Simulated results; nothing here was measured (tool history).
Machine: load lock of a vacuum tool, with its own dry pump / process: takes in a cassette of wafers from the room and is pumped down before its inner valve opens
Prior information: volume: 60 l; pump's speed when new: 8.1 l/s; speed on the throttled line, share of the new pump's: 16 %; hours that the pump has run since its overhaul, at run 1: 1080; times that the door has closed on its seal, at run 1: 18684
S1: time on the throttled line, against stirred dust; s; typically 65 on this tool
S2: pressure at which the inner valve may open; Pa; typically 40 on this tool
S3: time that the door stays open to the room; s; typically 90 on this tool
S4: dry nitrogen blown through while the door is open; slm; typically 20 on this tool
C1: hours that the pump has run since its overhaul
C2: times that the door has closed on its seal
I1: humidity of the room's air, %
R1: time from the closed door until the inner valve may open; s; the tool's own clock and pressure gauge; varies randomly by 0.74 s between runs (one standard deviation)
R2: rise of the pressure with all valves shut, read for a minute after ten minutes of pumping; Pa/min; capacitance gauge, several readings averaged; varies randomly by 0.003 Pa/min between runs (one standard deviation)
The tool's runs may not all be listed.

Run 1, day 0.000: usual settings; C1 1080; C2 18684; I1 42.1. Result: R1 113.4 s, R2 0.033 Pa/min.
Run 2, day 4.662: usual settings but S3 112 s; C1 1192; C2 19066; I1 48.1. Result: R1 112.9 s, R2 0.033 Pa/min.
Run 3, day 13.812: usual settings but S4 6 slm; C1 1411; C2 19816; I1 47.0. Result: R1 113.8 s, R2 0.059 Pa/min.
Run 4, day 19.362: usual settings but S4 6 slm; C1 1545; C2 20271; I1 47.6. Result: R1 113.3 s, R2 0.054 Pa/min.
Run 5, day 27.462: usual settings; C1 1739; C2 20935; I1 43.0. Result: R1 113.2 s, R2 0.036 Pa/min.
Run 6, day 31.383: usual settings; C1 1833; C2 21256; I1 45.8. Result: R1 113.4 s, R2 0.030 Pa/min.
Run 7, day 38.483: usual settings but S1 57 s, S2 43 Pa, S3 144 s, S4 6 slm; C1 2004; C2 21838; I1 43.3. Result: R1 105.2 s, R2 0.064 Pa/min.
Run 8, day 45.188: usual settings but S1 37 s, S2 33 Pa, S3 157 s, S4 32 slm; C1 2164; C2 22388; I1 47.6. Result: R1 90.4 s, R2 0.034 Pa/min.
Run 9, day 53.750: usual settings but S2 50 Pa, S3 35 s, S4 35 slm; C1 2370; C2 23090; I1 45.8. Result: R1 111.3 s, R2 0.020 Pa/min.
Run 10, day 60.429: usual settings but S1 35 s, S2 58 Pa; C1 2530; C2 23637; I1 44.7. Result: R1 85.1 s, R2 0.034 Pa/min.
Run 11, day 66.054: usual settings but S1 35 s, S2 58 Pa; C1 2665; C2 24098; I1 44.5. Result: R1 85.1 s, R2 0.035 Pa/min.

What will run 12 give?
Run 12, day 70.088: usual settings but S1 46 s, S2 39 Pa, S3 47 s, S4 13 slm; C1 2762; C2 24429; I1 41.4. Result: R1 ?, R2 ?.

Run 12 yielded R1 96.7 s, R2 0.028 Pa/min.
Take away the tool's hidden state, keep the run-to-run variation as it was, and the same run would have given R1 96.7 s, R2 0.028 Pa/min.
